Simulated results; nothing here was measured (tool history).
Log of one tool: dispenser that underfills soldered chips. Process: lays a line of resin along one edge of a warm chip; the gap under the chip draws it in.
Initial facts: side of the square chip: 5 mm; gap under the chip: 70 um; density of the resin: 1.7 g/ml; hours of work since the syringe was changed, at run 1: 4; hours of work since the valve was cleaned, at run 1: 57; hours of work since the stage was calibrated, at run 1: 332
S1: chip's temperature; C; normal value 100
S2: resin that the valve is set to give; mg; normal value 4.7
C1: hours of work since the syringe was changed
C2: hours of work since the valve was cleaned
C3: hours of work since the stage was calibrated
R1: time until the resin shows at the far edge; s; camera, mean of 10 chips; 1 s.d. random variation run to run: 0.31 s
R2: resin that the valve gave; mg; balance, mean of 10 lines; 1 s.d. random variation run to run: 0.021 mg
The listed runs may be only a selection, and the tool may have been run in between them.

run     day   S1    S2  C1   C2   C3    R1    R2
  1       0  100   4.7   4   57  332   9.7  4.51
      0.267  -- new syringe of resin
  2   0.304   86   4.7   1   61  336  10.3  4.45
  3   0.596  100   4.7   5   66  341  10.6  4.48
      0.804  -- new syringe of resin
  4   1.117  100   4.7   5   74  349  10.6   4.5
      1.308  -- new syringe of resin
  5   1.554  100  4.62   4   81  356   9.4  4.36
      1.821  -- new syringe of resin
  6   1.975  100  4.62   2   87  362     9  4.36
      2.371  -- new syringe of resin
  7   2.508  100  4.62   2   95  370   8.2  4.29
  8   2.792  100  4.62   7  100  375  12.4  4.29
      2.883  -- new syringe of resin
  9   3.288   98   4.7   6  107  383    12  4.32
      3.392  -- new syringe of resin
      3.904  -- new syringe of resin
 10   3.917   98   4.7   0  117  392   7.1  4.31
 11    4.25  100   4.7   5  122  397    11  4.31
      4.417  -- new syringe of resin
 12   4.908  100   4.7   8  133  408  12.8  4.26
      4.962  -- new syringe of resin
 13   5.342  100   4.7   6  139  414  10.5  4.22
      5.479  -- new syringe of resin
 14   5.725  100   4.7   4  145  420   9.2  4.23
      5.908  -- dispensing valve cleaned and set on the balance
      6.042  -- new syringe of resin
 15   6.417  100   5.4   6    8  430  10.2   5.3
      6.558  -- new syringe of resin
      7.075  -- new syringe of resin
 16   7.083  100   5.4   0   18  440   6.7   5.3
 17   7.379  100   5.4   5   23  445  10.2  5.31
      7.588  -- new syringe of resin
 18    7.75  100   5.4   3   28  451   8.3   5.3
      8.112  -- new syringe of resin
 19   8.254  100  6.05   2   36  459   8.1  5.87
      8.617  -- new syringe of resin
      8.775  -- stage's temperature calibrated
 20   8.921   91  4.93   4   46    2  13.4  4.74
      9.171  -- new syringe of resin
 21   9.442  108  5.23   4   54   10   8.3  5.03
      9.688  -- new syringe of resin
 22   9.996   99  5.23   5   63   19  11.3  4.95
     10.212  -- new syringe of resin
 23  10.571   99  5.23   6   72   28  11.7  4.92
     10.771  -- new syringe of resin
 24  11.067   99  5.23   5   79   36  10.6   4.9
     11.279  -- new syringe of resin
 25  11.367  106  5.76   1   84   40   6.6  5.37
 26  11.692   94  5.17   6   89   45  14.4  4.83
     11.783  -- new syringe of resin
 27  12.025   94  5.17   4   94   50    11  4.79
     12.325  -- new syringe of resin
 28  12.488  109  5.61   3  101   58   6.9  5.19
     12.854  -- new syringe of resin
 29  12.975  114  5.98   2  109   65   5.8  5.54
     13.367  -- new syringe of resin
 30    13.4   92   4.9   1  115   72   9.2  4.47
     13.892  -- new syringe of resin
 31  13.904   92   4.9   0  123   79   9.1  4.46
     14.408  -- new syringe of resin
 32  14.521  111  4.07   2  133   89   5.7  3.67
     14.933  -- new syringe of resin
 33  15.154  100  4.03   3  142   99  10.9   3.6
     15.475  -- new syringe of resin
     15.517  -- dispensing valve cleaned and set on the balance
 34  15.533  100  4.03   0    0  104   7.4  4.04

Branching from run 34: 4 alternative next runs. What would each branch give?
  A  15.892   99  4.03   6   6  110   ?   ?
  B  15.892   87  5.23   6   6  110   ?   ?
  C  15.892   85  5.66   6   6  110   ?   ?
  D  15.892  113  5.12   6   6  110   ?   ?

run    R1    R2
  A  12.5  4.01
  B  16.4  5.18
  C    17  5.62
  D   7.4  5.11
Without the tool's hidden state the same runs would have given:
run    R1    R2
  A   7.9  4.03
  B  10.2  5.21
  C  10.6  5.65
  D   4.4  5.14
